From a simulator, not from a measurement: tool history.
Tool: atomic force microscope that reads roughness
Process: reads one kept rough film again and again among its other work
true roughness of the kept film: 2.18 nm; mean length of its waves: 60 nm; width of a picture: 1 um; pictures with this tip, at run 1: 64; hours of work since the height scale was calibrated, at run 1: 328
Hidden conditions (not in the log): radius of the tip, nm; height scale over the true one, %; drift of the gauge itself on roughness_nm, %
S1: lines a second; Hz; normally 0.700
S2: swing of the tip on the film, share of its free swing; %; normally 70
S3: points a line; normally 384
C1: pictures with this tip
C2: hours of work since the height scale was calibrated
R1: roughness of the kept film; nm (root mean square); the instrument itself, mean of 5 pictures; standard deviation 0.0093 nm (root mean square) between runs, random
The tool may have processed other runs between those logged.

run 1 hour=0.0 | S1=0.700 S2=70 S3=384 | C1=64 C2=328 | R1=2.051
-- hour=13.6 new tip fitted
run 2 hour=30.7 | S1=0.700 S2=70 S3=384 | C1=19 C2=340 | R1=2.095
run 3 hour=49.7 | S1=0.700 S2=70 S3=384 | C1=39 C2=348 | R1=2.069
run 4 hour=75.8 | S1=1.719 S2=70 S3=384 | C1=66 C2=358 | R1=2.001
-- hour=87.7 new tip fitted
run 5 hour=102.2 | S1=1.888 S2=70 S3=384 | C1=16 C2=369 | R1=2.034
run 6 hour=117.4 | S1=1.888 S2=70 S3=384 | C1=32 C2=375 | R1=2.026
run 7 hour=136.2 | S1=0.700 S2=70 S3=345 | C1=52 C2=382 | R1=2.072
-- hour=160.7 new tip fitted
run 8 hour=160.9 | S1=0.700 S2=70 S3=384 | C1=0 C2=392 | R1=2.101
run 9 hour=193.7 | S1=0.700 S2=70 S3=496 | C1=35 C2=405 | R1=2.078
run 10 hour=227.2 | S1=0.700 S2=70 S3=496 | C1=70 C2=419 | R1=2.048
-- hour=235.2 new tip fitted
run 11 hour=250.1 | S1=0.700 S2=70 S3=384 | C1=16 C2=428 | R1=2.105
run 12 hour=271.1 | S1=0.700 S2=70 S3=384 | C1=38 C2=436 | R1=2.083
run 13 hour=288.2 | S1=0.700 S2=70 S3=384 | C1=56 C2=443 | R1=2.067
-- hour=292.3 height scale calibrated on a step standard
run 14 hour=306.2 | S1=0.700 S2=70 S3=384 | C1=74 C2=6 | R1=2.058
-- hour=308.9 new tip fitted
run 15 hour=326.4 | S1=0.700 S2=83 S3=384 | C1=18 C2=13 | R1=2.058
run 16 hour=349.5 | S1=1.892 S2=57 S3=384 | C1=43 C2=23 | R1=2.089
run 17 hour=374.8 | S1=0.677 S2=62 S3=415 | C1=69 C2=33 | R1=2.083
-- hour=382.7 new tip fitted
-- hour=400.1 height scale calibrated on a step standard, once more
run 18 hour=402.8 | S1=2.434 S2=87 S3=561 | C1=20 C2=1 | R1=1.815
run 19 hour=431.1 | S1=1.081 S2=55 S3=559 | C1=50 C2=12 | R1=2.083
run 20 hour=450.5 | S1=0.839 S2=80 S3=345 | C1=71 C2=20 | R1=1.983
-- hour=457.9 new tip fitted
run 21 hour=468.7 | S1=1.451 S2=74 S3=345 | C1=11 C2=27 | R1=2.020
run 22 hour=501.5 | S1=1.451 S2=74 S3=345 | C1=46 C2=40 | R1=1.990
run 23 hour=529.7 | S1=1.451 S2=74 S3=345 | C1=76 C2=52 | R1=1.954
-- hour=532.9 new tip fitted
run 24 hour=556.9 | S1=2.417 S2=87 S3=829 | C1=25 C2=62 | R1=1.820
run 25 hour=592.7 | S1=3.609 S2=77 S3=386 | C1=63 C2=77 | R1=1.798
-- hour=607.0 new tip fitted
run 26 hour=619.9 | S1=0.758 S2=77 S3=386 | C1=13 C2=87 | R1=2.050
run 27 hour=641.8 | S1=0.758 S2=77 S3=386 | C1=36 C2=96 | R1=2.050

Measured less the same run without the tool's hidden state. The same run-to-run variation is in both; the gauge's scatter may not be:
run=1 R1=-0.045
run=2 R1=-0.010
run=3 R1=-0.031
run=4 R1=-0.057
run=5 R1=-0.006
run=6 R1=-0.022
run=7 R1=-0.042
run=8 R1=+0.013
run=9 R1=-0.022
run=10 R1=-0.060
run=11 R1=-0.005
run=12 R1=-0.026
run=13 R1=-0.044
run=14 R1=-0.057
run=15 R1=+0.004
run=16 R1=-0.020
run=17 R1=-0.044
run=18 R1=-0.021
run=19 R1=-0.054
run=20 R1=-0.072
run=21 R1=-0.016
run=22 R1=-0.049
run=23 R1=-0.074
run=24 R1=-0.023
run=25 R1=-0.057
run=26 R1=-0.012
run=27 R1=-0.036
